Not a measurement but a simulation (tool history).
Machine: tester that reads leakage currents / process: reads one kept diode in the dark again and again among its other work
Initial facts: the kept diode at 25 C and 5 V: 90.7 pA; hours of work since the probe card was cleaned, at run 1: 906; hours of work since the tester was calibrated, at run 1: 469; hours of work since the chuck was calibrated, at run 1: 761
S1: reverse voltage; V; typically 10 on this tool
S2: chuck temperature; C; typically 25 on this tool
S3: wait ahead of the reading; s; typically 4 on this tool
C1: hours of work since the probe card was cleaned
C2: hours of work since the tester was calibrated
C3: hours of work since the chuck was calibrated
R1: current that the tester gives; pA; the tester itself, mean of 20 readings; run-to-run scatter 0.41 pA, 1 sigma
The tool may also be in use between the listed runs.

| run | hour | S1 | S2 | S3 | C1 | C2 | C3 | R1 |
|---|---|---|---|---|---|---|---|---|
| 1 | 0 | 10 | 25 | 4 | 906 | 469 | 761 | 137.13 |
| 2 | 17.8 | 10 | 38 | 4 | 913 | 477 | 768 | 444.53 |
| 3 | 44 | 10 | 38 | 4 | 924 | 488 | 779 | 443.42 |
| 4 | 65.7 | 10 | 38 | 4 | 933 | 497 | 788 | 444.5 |
| 5 | 98.9 | 10 | 38 | 4 | 947 | 510 | 801 | 444.92 |
| 6 | 135.5 | 10 | 25 | 4 | 962 | 525 | 817 | 137.57 |
| 7 | 161.1 | 10 | 25 | 4 | 973 | 536 | 827 | 136.98 |
| 8 | 193.5 | 10 | 25 | 4 | 986 | 549 | 840 | 137.28 |
| 9 | 223.5 | 10 | 25 | 4 | 998 | 562 | 853 | 136.9 |
| 10 | 253.7 | 1 | 25 | 4 | 1011 | 574 | 865 | 35.49 |
| 11 | 283.6 | 1 | 25 | 4 | 1023 | 587 | 878 | 35.25 |
| 12 | 319.7 | 1 | 25 | 4 | 1038 | 601 | 893 | 35.44 |
| 13 | 339.2 | 4.6 | 25 | 4 | 1046 | 610 | 901 | 86.65 |
| 14 | 366.3 | 2 | 25 | 3.29 | 1057 | 621 | 912 | 53.36 |
| 15 | 389.4 | 10 | 49 | 1.36 | 1067 | 630 | 921 | 1121.16 |
| 16 | 426.8 | 7.1 | 31 | 0.88 | 1082 | 646 | 937 | 196.34 |
| 17 | 460.4 | 7.1 | 31 | 0.88 | 1096 | 660 | 951 | 196.21 |
| 18 | 492.3 | 7.1 | 31 | 5.63 | 1109 | 673 | 964 | 194.55 |
| 19 | 511.8 | 1.2 | 25 | 4 | 1117 | 681 | 972 | 39.42 |
| 20 | 528.7 | 6.1 | 25 | 1.39 | 1124 | 688 | 979 | 103.51 |
| 21 | 566.1 | 4.3 | 25 | 0.62 | 1140 | 703 | 994 | 84.73 |
| 22 | 599.2 | 4.3 | 30 | 0.62 | 1153 | 717 | 1008 | 133.74 |
| 23 | 614.4 | 4.3 | 29 | 0.62 | 1160 | 723 | 1014 | 122.33 |
| 24 | 648.9 | 4.3 | 29 | 0.62 | 1174 | 737 | 1028 | 121.8 |
| 25 | 685.5 | 1.3 | 44 | 1.34 | 1189 | 752 | 1044 | 224.07 |

Alternative continuations, all from the tool just after run 25; predict every row:
| A | 716.6 | 10.6 | 52 | 4.83 | 1202 | 765 | 1056 | ? |
| B | 716.6 | 4.9 | 38 | 1.36 | 1202 | 765 | 1056 | ? |
| C | 716.6 | 2 | 29 | 2.17 | 1202 | 765 | 1056 | ? |
| D | 716.6 | 12.9 | 22 | 8.17 | 1202 | 765 | 1056 | ? |
| E | 716.6 | 6.1 | 22 | 3.65 | 1202 | 765 | 1056 | ? |

| run | R1 |
|---|---|
| A | 1469.49 |
| B | 293.42 |
| C | 77.68 |
| D | 118.95 |
| E | 76.85 |
Take away the tool's hidden state, keep each run's random variation, and the runs would have read:
| run | R1 |
|---|---|
| A | 1468.6 |
| B | 293.22 |
| C | 77.62 |
| D | 118.8 |
| E | 76.76 |

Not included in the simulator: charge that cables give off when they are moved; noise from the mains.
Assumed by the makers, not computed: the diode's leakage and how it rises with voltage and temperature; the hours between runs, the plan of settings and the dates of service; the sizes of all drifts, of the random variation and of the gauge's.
